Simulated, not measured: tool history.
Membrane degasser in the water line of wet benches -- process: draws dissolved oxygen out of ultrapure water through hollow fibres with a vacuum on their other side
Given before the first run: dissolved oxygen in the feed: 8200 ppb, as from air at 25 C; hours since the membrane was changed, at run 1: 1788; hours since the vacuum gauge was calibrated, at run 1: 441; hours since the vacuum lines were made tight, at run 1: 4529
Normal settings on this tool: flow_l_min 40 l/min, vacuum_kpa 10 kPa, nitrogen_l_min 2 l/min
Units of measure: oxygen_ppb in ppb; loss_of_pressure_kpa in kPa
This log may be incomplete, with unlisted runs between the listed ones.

run	hour	flow_l_min	vacuum_kpa	nitrogen_l_min	hours since the membrane was changed	hours since the vacuum gauge was calibrated	hours since the vacuum lines were made tight	oxygen_ppb	loss_of_pressure_kpa
1	0	40	10	2	1788	441	4529	536.4	31.03
2	71.8	40	10	3.32	1860	513	4601	430.2	31.06
3	115.5	40	10	3.75	1904	557	4644	418.9	31.09
4	192.4	40	6.7	3.75	1981	634	4721	340.7	30.95
5	262.7	40	6.7	3.75	2051	704	4792	343.7	30.83
6	305.3	40	10	1.6	2094	746	4834	595.5	31.19
7	371.5	40	10	1.6	2160	813	4900	596.9	30.98
8	460.3	40	10	2	2249	901	4989	536.6	30.88

What does the tool deliver on the next run?
9	510.3	40	10	2	2299	951	5039	?	?

oxygen_ppb: 538 ppb
loss_of_pressure_kpa: 30.78 kPa
The same run, on a tool lacking any hidden state, would have yielded oxygen_ppb 537.7 ppb, loss_of_pressure_kpa 30.44 kPa.
